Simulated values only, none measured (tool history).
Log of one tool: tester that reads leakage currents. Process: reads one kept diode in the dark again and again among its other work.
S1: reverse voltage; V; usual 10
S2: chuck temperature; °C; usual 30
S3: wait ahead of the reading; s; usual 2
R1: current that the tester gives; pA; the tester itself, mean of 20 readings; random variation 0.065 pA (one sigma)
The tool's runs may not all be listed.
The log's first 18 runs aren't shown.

{"hour": 2357.9, "done": "probe card cleaned and baked, once more"}
{"run": 19, "hour": 2477.4, "S1": 10, "S2": 21, "S3": 2, "R1": 8.05}
{"run": 20, "hour": 2652.1, "S1": 10, "S2": 21, "S3": 2, "R1": 9.75}
{"run": 21, "hour": 2744.5, "S1": 6.5, "S2": 35, "S3": 0.64, "R1": 20.46}
{"run": 22, "hour": 2891.3, "S1": 10, "S2": 30, "S3": 0.52, "R1": 23.1}
{"run": 23, "hour": 3058.8, "S1": 10, "S2": 30, "S3": 0.52, "R1": 24.9}
{"run": 24, "hour": 3136.6, "S1": 10, "S2": 30, "S3": 1.88, "R1": 21.45}
{"run": 25, "hour": 3238.7, "S1": 1.7, "S2": 30, "S3": 0.51, "R1": 7.69}
{"run": 26, "hour": 3388.3, "S1": 1.7, "S2": 30, "S3": 0.51, "R1": 7.9}
{"run": 27, "hour": 3572.2, "S1": 1.8, "S2": 41, "S3": 3.89, "R1": 15.81}
{"run": 28, "hour": 3693.7, "S1": 2.8, "S2": 22, "S3": 7.91, "R1": 6.89}
{"run": 29, "hour": 3876.3, "S1": 1.3, "S2": 31, "S3": 2.71, "R1": 7.21}
{"hour": 3918.2, "done": "chuck's temperature calibrated"}
{"run": 30, "hour": 4027.7, "S1": 10, "S2": 51, "S3": 4.6, "R1": 80.43}
{"run": 31, "hour": 4161.8, "S1": 10, "S2": 51, "S3": 4.6, "R1": 82.81}
{"run": 32, "hour": 4251.9, "S1": 10, "S2": 51, "S3": 4.6, "R1": 83.91}
{"run": 33, "hour": 4348.0, "S1": 1.6, "S2": 33, "S3": 2, "R1": 9.3}
{"run": 34, "hour": 4503.2, "S1": 1.6, "S2": 33, "S3": 0.78, "R1": 10}

The next listed run, before its measurement:
{"run": 35, "hour": 4638.8, "S1": 1.6, "S2": 33, "S3": 0.78, "R1": "?"}

{"run 35": {"R1": 10.23}}
Without the tool's hidden state the same run would have given R1 6.68 pA.
